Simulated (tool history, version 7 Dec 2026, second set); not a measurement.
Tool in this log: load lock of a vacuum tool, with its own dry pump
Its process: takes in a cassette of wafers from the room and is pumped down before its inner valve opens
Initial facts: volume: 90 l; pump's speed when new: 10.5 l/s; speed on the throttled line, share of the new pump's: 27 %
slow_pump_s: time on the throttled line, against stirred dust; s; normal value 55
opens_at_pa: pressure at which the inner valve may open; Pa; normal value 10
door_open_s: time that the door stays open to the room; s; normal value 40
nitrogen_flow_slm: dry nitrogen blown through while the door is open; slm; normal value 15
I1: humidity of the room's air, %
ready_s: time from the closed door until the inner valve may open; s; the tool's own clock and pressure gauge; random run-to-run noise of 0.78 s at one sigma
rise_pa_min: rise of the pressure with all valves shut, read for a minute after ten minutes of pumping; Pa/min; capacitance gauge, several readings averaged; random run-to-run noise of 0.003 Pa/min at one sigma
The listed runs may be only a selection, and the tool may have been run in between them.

Run 1, hour 0: usual settings; I1 44.9. Result: ready_s 124.3 s, rise_pa_min 0.11 Pa/min.
Run 2, hour 157.3: usual settings; I1 44.2. Result: ready_s 122.8 s, rise_pa_min 0.104 Pa/min.
Run 3, hour 306.3: usual settings but opens_at_pa 16 Pa; I1 46.5. Result: ready_s 119.6 s, rise_pa_min 0.115 Pa/min.
Run 4, hour 432.3: usual settings; I1 45.3. Result: ready_s 124.2 s, rise_pa_min 0.11 Pa/min.
Run 5, hour 565.5: usual settings but door_open_s 46 s; I1 49.5. Result: ready_s 125 s, rise_pa_min 0.112 Pa/min.
Run 6, hour 685.8: usual settings but door_open_s 46 s; I1 45.1. Result: ready_s 123.3 s, rise_pa_min 0.116 Pa/min.
Run 7, hour 813.7: usual settings but door_open_s 46 s, nitrogen_flow_slm 12 slm; I1 45.3. Result: ready_s 124.6 s, rise_pa_min 0.119 Pa/min.
Run 8, hour 976.6: usual settings but door_open_s 46 s, nitrogen_flow_slm 12 slm; I1 39.4. Result: ready_s 125.6 s, rise_pa_min 0.117 Pa/min.
Run 9, hour 1096.7: usual settings but door_open_s 46 s, nitrogen_flow_slm 12 slm; I1 45.2. Result: ready_s 124.5 s, rise_pa_min 0.125 Pa/min.
Run 10, hour 1239.1: usual settings but door_open_s 46 s, nitrogen_flow_slm 12 slm; I1 44.9. Result: ready_s 124.3 s, rise_pa_min 0.119 Pa/min.
Run 11, hour 1388.6: usual settings but door_open_s 120 s, nitrogen_flow_slm 12 slm; I1 45.4. Result: ready_s 127 s, rise_pa_min 0.156 Pa/min.
Run 12, hour 1523.3: usual settings but door_open_s 120 s, nitrogen_flow_slm 12 slm; I1 40.9. Result: ready_s 124.5 s, rise_pa_min 0.145 Pa/min.
Run 13, hour 1635: usual settings but door_open_s 144 s, nitrogen_flow_slm 20 slm; I1 46.2. Result: ready_s 125 s, rise_pa_min 0.153 Pa/min.
Run 14, hour 1745: usual settings but door_open_s 144 s, nitrogen_flow_slm 20 slm; I1 44.5. Result: ready_s 124.9 s, rise_pa_min 0.156 Pa/min.
Run 15, hour 1933.7: usual settings but door_open_s 144 s, nitrogen_flow_slm 20 slm; I1 45.8. Result: ready_s 126.5 s, rise_pa_min 0.164 Pa/min.
Run 16, hour 2106.3: usual settings but opens_at_pa 8 Pa, door_open_s 144 s, nitrogen_flow_slm 19 slm; I1 42.8. Result: ready_s 126.5 s, rise_pa_min 0.16 Pa/min.
Run 17, hour 2223.8: usual settings but door_open_s 64 s, nitrogen_flow_slm 6 slm; I1 43.8. Result: ready_s 126 s, rise_pa_min 0.146 Pa/min.
Run 18, hour 2384.8: usual settings but door_open_s 64 s, nitrogen_flow_slm 6 slm; I1 41.7. Result: ready_s 127.9 s, rise_pa_min 0.151 Pa/min.

Expected results for the next run?
Run 19, hour 2472: usual settings but slow_pump_s 70 s, opens_at_pa 19 Pa, door_open_s 68 s; I1 44.2. Result: ready_s ?, rise_pa_min ?.

ready_s: 131 s
rise_pa_min: 0.142 Pa/min
With the hidden condition absent and the run-to-run variation left alone, this run would have shown ready_s 125.5 s, rise_pa_min 0.031 Pa/min.

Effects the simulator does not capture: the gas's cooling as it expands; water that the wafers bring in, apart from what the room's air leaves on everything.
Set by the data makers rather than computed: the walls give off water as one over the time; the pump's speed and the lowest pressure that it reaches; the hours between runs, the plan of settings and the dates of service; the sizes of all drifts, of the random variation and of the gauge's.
